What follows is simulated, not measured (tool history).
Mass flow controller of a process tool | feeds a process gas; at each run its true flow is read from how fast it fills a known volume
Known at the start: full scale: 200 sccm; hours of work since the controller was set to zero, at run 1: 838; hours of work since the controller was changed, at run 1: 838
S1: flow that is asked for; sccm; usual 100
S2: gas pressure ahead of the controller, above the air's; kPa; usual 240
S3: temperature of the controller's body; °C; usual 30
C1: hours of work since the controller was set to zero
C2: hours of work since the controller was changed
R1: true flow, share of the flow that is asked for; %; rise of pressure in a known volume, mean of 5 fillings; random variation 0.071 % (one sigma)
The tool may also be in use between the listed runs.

| run | hour | S1 | S2 | S3 | C1 | C2 | R1 |
|---|---|---|---|---|---|---|---|
| 1 | 0.0 | 100 | 240 | 30 | 838 | 838 | 99.78 |
| 2 | 304.8 | 100 | 232 | 30 | 1065 | 1065 | 99.91 |
| 3 | 554.9 | 100 | 232 | 30 | 1251 | 1251 | 99.81 |
| 4 | 923.8 | 100 | 240 | 30 | 1525 | 1525 | 99.88 |
| 5 | 1166.1 | 100 | 240 | 30 | 1705 | 1705 | 99.95 |
| 6 | 1597.7 | 100 | 240 | 30 | 2026 | 2026 | 100.11 |
| 7 | 1964.6 | 100 | 240 | 30 | 2299 | 2299 | 100.13 |
| 8 | 2249.1 | 100 | 240 | 30 | 2511 | 2511 | 100.05 |
|  | 2275.3 | controller's zero set anew |
| 9 | 2549.1 | 100 | 240 | 30 | 204 | 2734 | 100.62 |
| 10 | 2916.7 | 100 | 240 | 23 | 477 | 3007 | 100.05 |
| 11 | 3400.2 | 100 | 223 | 30 | 836 | 3366 | 100.76 |
| 12 | 3704.7 | 100 | 223 | 30 | 1063 | 3593 | 100.73 |
| 13 | 3958.3 | 100 | 245 | 35 | 1251 | 3781 | 101.08 |
| 14 | 4231.2 | 46 | 186 | 27 | 1454 | 3984 | 102.40 |
| 15 | 4440.7 | 105 | 209 | 28 | 1610 | 4140 | 100.83 |
|  | 4475.6 | controller's zero set anew, once more |
| 16 | 4884.5 | 105 | 209 | 28 | 304 | 4470 | 99.60 |
| 17 | 5208.4 | 100 | 240 | 21 | 545 | 4711 | 98.74 |
| 18 | 5628.8 | 157 | 210 | 27 | 857 | 5023 | 99.73 |
| 19 | 5932.3 | 47 | 210 | 27 | 1083 | 5249 | 99.66 |
| 20 | 6185.2 | 34 | 240 | 30 | 1271 | 5437 | 99.91 |
| 21 | 6605.8 | 34 | 240 | 30 | 1584 | 5750 | 100.25 |
| 22 | 6992.4 | 100 | 219 | 31 | 1871 | 6037 | 99.96 |

Run 23 comes next. What will it give?
| 23 | 7370.4 | 25 | 196 | 31 | 2153 | 6318 | ? |

R1: 101.69 %
Without the tool's hidden state the same run would have given R1 99.63 %.
